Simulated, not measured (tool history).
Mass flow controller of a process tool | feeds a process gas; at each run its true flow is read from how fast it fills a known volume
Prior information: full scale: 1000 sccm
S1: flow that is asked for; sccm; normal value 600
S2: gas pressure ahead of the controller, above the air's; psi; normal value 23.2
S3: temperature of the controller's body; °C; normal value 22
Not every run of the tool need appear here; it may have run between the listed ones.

run 1 hour=0 | S1=600 S2=23.2 S3=22 | true_flow_(%)=99.11
run 2 hour=335.4 | S1=600 S2=23.2 S3=35 | true_flow_(%)=99.81
run 3 hour=701 | S1=600 S2=23.2 S3=35 | true_flow_(%)=99.9
run 4 hour=1018.2 | S1=600 S2=23.2 S3=22 | true_flow_(%)=99.44
run 5 hour=1268.8 | S1=600 S2=20.9 S3=22 | true_flow_(%)=99.37
run 6 hour=1673 | S1=600 S2=20.9 S3=22 | true_flow_(%)=99.61
run 7 hour=2012.7 | S1=600 S2=20.9 S3=22 | true_flow_(%)=99.59
run 8 hour=2398.6 | S1=600 S2=23.2 S3=22 | true_flow_(%)=99.78
run 9 hour=2793.7 | S1=600 S2=34.8 S3=22 | true_flow_(%)=100.05
run 10 hour=3129 | S1=600 S2=34.8 S3=22 | true_flow_(%)=100.1
run 11 hour=3501.4 | S1=600 S2=23.2 S3=22 | true_flow_(%)=100
run 12 hour=3694.5 | S1=600 S2=30.9 S3=22 | true_flow_(%)=100.11
run 13 hour=4000.8 | S1=600 S2=30.9 S3=25 | true_flow_(%)=100.37
run 14 hour=4369.6 | S1=600 S2=30.9 S3=25 | true_flow_(%)=100.39
run 15 hour=4655 | S1=600 S2=21.2 S3=22 | true_flow_(%)=100.15
run 16 hour=4942 | S1=600 S2=21.2 S3=22 | true_flow_(%)=100.28
run 17 hour=5301.2 | S1=600 S2=21 S3=40 | true_flow_(%)=100.9
run 18 hour=5483.6 | S1=525 S2=23.2 S3=33 | true_flow_(%)=100.68
run 19 hour=5857.5 | S1=183 S2=33.6 S3=30 | true_flow_(%)=100.33
run 20 hour=6253.4 | S1=183 S2=33.6 S3=30 | true_flow_(%)=100.44
run 21 hour=6659.6 | S1=217 S2=23.2 S3=29 | true_flow_(%)=100.32
run 22 hour=6931.8 | S1=132 S2=32.3 S3=39 | true_flow_(%)=100.9
run 23 hour=7216.8 | S1=614 S2=27.1 S3=22 | true_flow_(%)=100.98

Estimate the outcome of run 24 from the log above:
run 24 hour=7389.5 | S1=174 S2=30.9 S3=34 | true_flow_(%)=?

Run 24 measured true flow (%) 100.74.
The same run, on a tool lacking any hidden state, would have yielded true flow (%) 99.16.
